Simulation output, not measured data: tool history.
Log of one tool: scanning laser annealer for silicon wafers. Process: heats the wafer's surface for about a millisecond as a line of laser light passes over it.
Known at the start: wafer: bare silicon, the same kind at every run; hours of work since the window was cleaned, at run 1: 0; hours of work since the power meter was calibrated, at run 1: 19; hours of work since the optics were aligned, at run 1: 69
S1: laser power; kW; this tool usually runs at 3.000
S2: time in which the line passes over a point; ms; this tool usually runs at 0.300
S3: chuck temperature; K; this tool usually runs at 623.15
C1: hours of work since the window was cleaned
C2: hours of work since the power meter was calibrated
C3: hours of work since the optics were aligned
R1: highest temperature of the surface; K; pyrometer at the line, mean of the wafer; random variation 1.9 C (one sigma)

run 1 hour=0.0 | S1=3.000 S2=0.300 S3=623.15 | C1=0 C2=19 C3=69 | R1=1390.15
run 2 hour=18.9 | S1=3.000 S2=0.300 S3=623.15 | C1=8 C2=27 C3=77 | R1=1385.15
run 3 hour=42.0 | S1=3.000 S2=0.300 S3=623.15 | C1=18 C2=37 C3=88 | R1=1387.15
run 4 hour=67.8 | S1=3.000 S2=0.373 S3=623.15 | C1=30 C2=48 C3=99 | R1=1492.15
run 5 hour=105.2 | S1=3.000 S2=0.373 S3=623.15 | C1=46 C2=65 C3=115 | R1=1486.15
run 6 hour=137.9 | S1=3.000 S2=0.373 S3=623.15 | C1=60 C2=79 C3=129 | R1=1485.15
run 7 hour=157.4 | S1=3.000 S2=0.373 S3=623.15 | C1=69 C2=87 C3=138 | R1=1488.15
run 8 hour=190.9 | S1=3.000 S2=0.219 S3=623.15 | C1=83 C2=102 C3=153 | R1=1253.15
run 9 hour=220.3 | S1=3.000 S2=0.356 S3=623.15 | C1=96 C2=115 C3=165 | R1=1457.15
run 10 hour=255.9 | S1=3.000 S2=0.356 S3=623.15 | C1=112 C2=130 C3=181 | R1=1461.15
run 11 hour=298.2 | S1=3.000 S2=0.356 S3=623.15 | C1=130 C2=149 C3=199 | R1=1456.15
run 12 hour=336.7 | S1=3.000 S2=0.356 S3=623.15 | C1=147 C2=166 C3=216 | R1=1455.15
run 13 hour=363.6 | S1=3.000 S2=0.300 S3=623.15 | C1=159 C2=177 C3=228 | R1=1373.15
run 14 hour=388.0 | S1=3.000 S2=0.300 S3=623.15 | C1=170 C2=188 C3=239 | R1=1371.15
run 15 hour=409.7 | S1=3.000 S2=0.300 S3=623.15 | C1=179 C2=198 C3=248 | R1=1376.15
run 16 hour=437.7 | S1=3.000 S2=0.257 S3=623.15 | C1=191 C2=210 C3=260 | R1=1303.15
run 17 hour=461.9 | S1=3.000 S2=0.300 S3=623.15 | C1=202 C2=220 C3=271 | R1=1371.15
run 18 hour=491.2 | S1=2.685 S2=0.300 S3=623.15 | C1=215 C2=233 C3=284 | R1=1295.15
run 19 hour=522.6 | S1=2.685 S2=0.300 S3=623.15 | C1=228 C2=247 C3=298 | R1=1294.15
run 20 hour=551.0 | S1=3.000 S2=0.338 S3=584.15 | C1=241 C2=259 C3=310 | R1=1378.15
run 21 hour=589.4 | S1=3.000 S2=0.338 S3=584.15 | C1=257 C2=276 C3=327 | R1=1376.15
run 22 hour=630.0 | S1=3.000 S2=0.338 S3=584.15 | C1=275 C2=294 C3=344 | R1=1380.15
run 23 hour=659.4 | S1=2.682 S2=0.338 S3=594.15 | C1=288 C2=307 C3=357 | R1=1307.15
run 24 hour=687.3 | S1=2.870 S2=0.306 S3=606.15 | C1=300 C2=319 C3=369 | R1=1324.15
run 25 hour=723.7 | S1=3.209 S2=0.271 S3=608.15 | C1=316 C2=335 C3=385 | R1=1348.15
run 26 hour=747.5 | S1=3.209 S2=0.271 S3=608.15 | C1=327 C2=345 C3=396 | R1=1346.15
-- hour=755.3 optics aligned, line set to its width
run 27 hour=773.7 | S1=3.209 S2=0.271 S3=608.15 | C1=336 C2=354 C3=8 | R1=1346.15
run 28 hour=795.4 | S1=3.209 S2=0.271 S3=603.15 | C1=345 C2=364 C3=18 | R1=1339.15
run 29 hour=821.6 | S1=2.998 S2=0.271 S3=617.15 | C1=357 C2=375 C3=29 | R1=1304.15
-- hour=838.8 optics aligned, line set to its width, once more
run 30 hour=865.5 | S1=3.000 S2=0.292 S3=633.15 | C1=374 C2=392 C3=12 | R1=1357.15
-- hour=884.1 window over the wafer cleaned
run 31 hour=902.6 | S1=3.047 S2=0.216 S3=599.15 | C1=8 C2=408 C3=27 | R1=1241.15
run 32 hour=939.5 | S1=3.047 S2=0.312 S3=651.15 | C1=24 C2=424 C3=43 | R1=1446.15
run 33 hour=962.0 | S1=3.108 S2=0.267 S3=629.15 | C1=34 C2=434 C3=53 | R1=1370.15
run 34 hour=981.2 | S1=3.108 S2=0.267 S3=629.15 | C1=42 C2=442 C3=61 | R1=1366.15
run 35 hour=1013.6 | S1=2.826 S2=0.263 S3=585.15 | C1=57 C2=456 C3=76 | R1=1254.15

Forecast run 36:
run 36 hour=1041.4 | S1=3.081 S2=0.319 S3=646.15 | C1=69 C2=468 C3=88 | R1=?

{"run 36": {"R1": 1455.15}}
Were there no unlogged condition in the tool, this run, its random variation unchanged, would have produced R1 1463.15 K.
